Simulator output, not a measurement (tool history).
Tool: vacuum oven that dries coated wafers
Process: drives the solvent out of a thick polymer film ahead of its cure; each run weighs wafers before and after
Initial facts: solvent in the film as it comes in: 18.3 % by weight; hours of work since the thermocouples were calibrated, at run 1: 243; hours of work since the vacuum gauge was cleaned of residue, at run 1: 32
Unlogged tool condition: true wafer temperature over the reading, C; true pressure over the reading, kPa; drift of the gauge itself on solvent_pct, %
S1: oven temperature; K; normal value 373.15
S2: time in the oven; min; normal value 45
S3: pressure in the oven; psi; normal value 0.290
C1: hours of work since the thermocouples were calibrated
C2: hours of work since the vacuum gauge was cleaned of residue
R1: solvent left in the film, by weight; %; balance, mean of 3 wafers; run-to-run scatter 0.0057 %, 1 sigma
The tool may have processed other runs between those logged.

run 1 hour=0.0 | S1=373.15 S2=45 S3=0.290 | C1=243 C2=32 | R1=1.558
run 2 hour=17.4 | S1=373.15 S2=45 S3=0.290 | C1=252 C2=41 | R1=1.566
run 3 hour=35.6 | S1=373.15 S2=45 S3=0.290 | C1=261 C2=49 | R1=1.567
run 4 hour=58.7 | S1=373.15 S2=45 S3=0.290 | C1=272 C2=61 | R1=1.573
run 5 hour=73.3 | S1=373.15 S2=45 S3=0.290 | C1=280 C2=68 | R1=1.562
run 6 hour=95.1 | S1=373.15 S2=39 S3=0.290 | C1=290 C2=79 | R1=1.878
run 7 hour=114.1 | S1=373.15 S2=39 S3=0.290 | C1=300 C2=88 | R1=1.892
run 8 hour=135.4 | S1=373.15 S2=39 S3=0.290 | C1=310 C2=99 | R1=1.887
run 9 hour=148.2 | S1=373.15 S2=39 S3=0.290 | C1=317 C2=105 | R1=1.882
-- hour=152.7 oven's thermocouples calibrated
run 10 hour=172.5 | S1=373.15 S2=35 S3=0.290 | C1=10 C2=116 | R1=2.168
run 11 hour=185.1 | S1=373.15 S2=35 S3=0.290 | C1=16 C2=123 | R1=2.161
run 12 hour=209.0 | S1=373.15 S2=45 S3=0.290 | C1=28 C2=134 | R1=1.558
-- hour=220.6 oven's thermocouples calibrated, once more
run 13 hour=225.4 | S1=373.15 S2=45 S3=0.290 | C1=2 C2=142 | R1=1.724
run 14 hour=245.7 | S1=373.15 S2=45 S3=0.397 | C1=12 C2=152 | R1=2.065
run 15 hour=274.0 | S1=386.15 S2=73 S3=1.020 | C1=26 C2=166 | R1=2.198
run 16 hour=298.5 | S1=373.15 S2=72 S3=0.290 | C1=39 C2=178 | R1=1.129
run 17 hour=322.0 | S1=373.15 S2=72 S3=0.290 | C1=50 C2=189 | R1=1.130
run 18 hour=343.0 | S1=373.15 S2=45 S3=0.161 | C1=61 C2=200 | R1=1.303
run 19 hour=355.0 | S1=384.15 S2=25 S3=0.966 | C1=67 C2=206 | R1=3.119
run 20 hour=371.4 | S1=378.15 S2=66 S3=0.290 | C1=75 C2=214 | R1=0.915
run 21 hour=386.9 | S1=378.15 S2=66 S3=0.300 | C1=82 C2=222 | R1=0.924
run 22 hour=401.1 | S1=378.15 S2=66 S3=0.300 | C1=89 C2=229 | R1=0.931
run 23 hour=423.8 | S1=378.15 S2=66 S3=0.300 | C1=101 C2=240 | R1=0.936
run 24 hour=452.0 | S1=378.15 S2=66 S3=0.300 | C1=115 C2=254 | R1=0.947

Each row is a separate what-if for the run after 24, all from the same tool condition, not one after another. Results?
run A hour=473.3 | S1=373.15 S2=45 S3=1.104 | C1=125 C2=264 | R1=?
run B hour=473.3 | S1=360.15 S2=46 S3=0.564 | C1=125 C2=264 | R1=?
run C hour=473.3 | S1=387.15 S2=59 S3=0.760 | C1=125 C2=264 | R1=?
run D hour=473.3 | S1=378.15 S2=63 S3=0.357 | C1=125 C2=264 | R1=?
run E hour=473.3 | S1=383.15 S2=31 S3=0.975 | C1=125 C2=264 | R1=?

run=A R1=4.314
run=B R1=5.450
run=C R1=1.597
run=D R1=1.111
run=E R1=2.846
Stripped of hidden state, with their random variation kept, the same runs would have yielded:
run=A R1=4.254
run=B R1=5.365
run=C R1=1.564
run=D R1=1.069
run=E R1=2.804
